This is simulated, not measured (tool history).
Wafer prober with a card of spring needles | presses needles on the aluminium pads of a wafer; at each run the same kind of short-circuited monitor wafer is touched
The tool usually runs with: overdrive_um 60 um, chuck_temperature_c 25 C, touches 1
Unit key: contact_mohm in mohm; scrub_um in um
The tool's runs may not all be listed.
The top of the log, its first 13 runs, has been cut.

run,hour,overdrive_um,chuck_temperature_c,touches,touches since the tips were cleaned,cleanings since the card got new needles,touches since the first contact's height was set,contact_mohm,scrub_um
# hour 122.5: tips cleaned on abrasive film
14,122.6,60,25,1,20,9,43344,233,12.15
15,129.2,60,25,1,1644,9,44968,233,12.12
16,139.9,60,25,2,4244,9,47568,237,12.13
# hour 141.6: tips cleaned on abrasive film
17,145.8,60,25,2,1002,10,48977,230,12.17
18,156.9,41,25,1,3737,10,51712,241,8.32
# hour 160.9: tips cleaned on abrasive film
19,166.1,73,25,1,1270,11,53920,235,14.76
20,175.1,42,25,1,3473,11,56123,243,8.58
# hour 180.6: tips cleaned on abrasive film
21,185.7,60,42,1,1247,12,58680,238,12.10
22,197.9,44,49,1,4233,12,61666,247,8.90
# hour 200.3: tips cleaned on abrasive film
23,205.9,51,68,1,1381,13,63614,251,10.40
# hour 219.4: tips cleaned on abrasive film
24,219.4,51,89,1,0,14,66880,251,10.30
25,228.4,51,89,1,2190,14,69070,260,10.31
26,234.8,51,50,1,3771,14,70651,245,10.29
# hour 239.0: tips cleaned on abrasive film
27,243.1,51,50,1,995,15,72647,247,10.27
28,251.8,51,50,1,3105,15,74757,244,10.28
# hour 258.2: tips cleaned on abrasive film
29,258.2,60,57,1,0,16,76311,243,12.16
# hour 261.1: height of the first contact set anew
30,272.7,42,25,3,3466,16,2839,243,8.48
# hour 277.5: tips cleaned on abrasive film
31,285.9,76,112,3,2048,17,6039,252,15.39
32,293.9,63,118,2,4015,17,8006,263,12.75
# hour 297.6: tips cleaned on abrasive film
33,299.9,63,118,2,554,18,9434,261,12.79
34,311.8,51,25,1,3455,18,12335,236,10.30

Each row is a separate what-if for the run after 34, all from the same tool condition, not one after another. Results?
# hour 316.5: tips cleaned on abrasive film
A,321.6,60,25,3,1234,19,14710,?,?
# hour 316.5: tips cleaned on abrasive film
B,321.6,51,106,1,1234,19,14710,?,?
# hour 316.5: tips cleaned on abrasive film
C,321.6,52,25,2,1234,19,14710,?,?

run,contact_mohm,scrub_um
A,236,12.13
B,263,10.34
C,237,10.57
With no hidden state in the tool, these same runs would have given:
run,contact_mohm,scrub_um
A,236,12.13
B,262,10.34
C,236,10.57
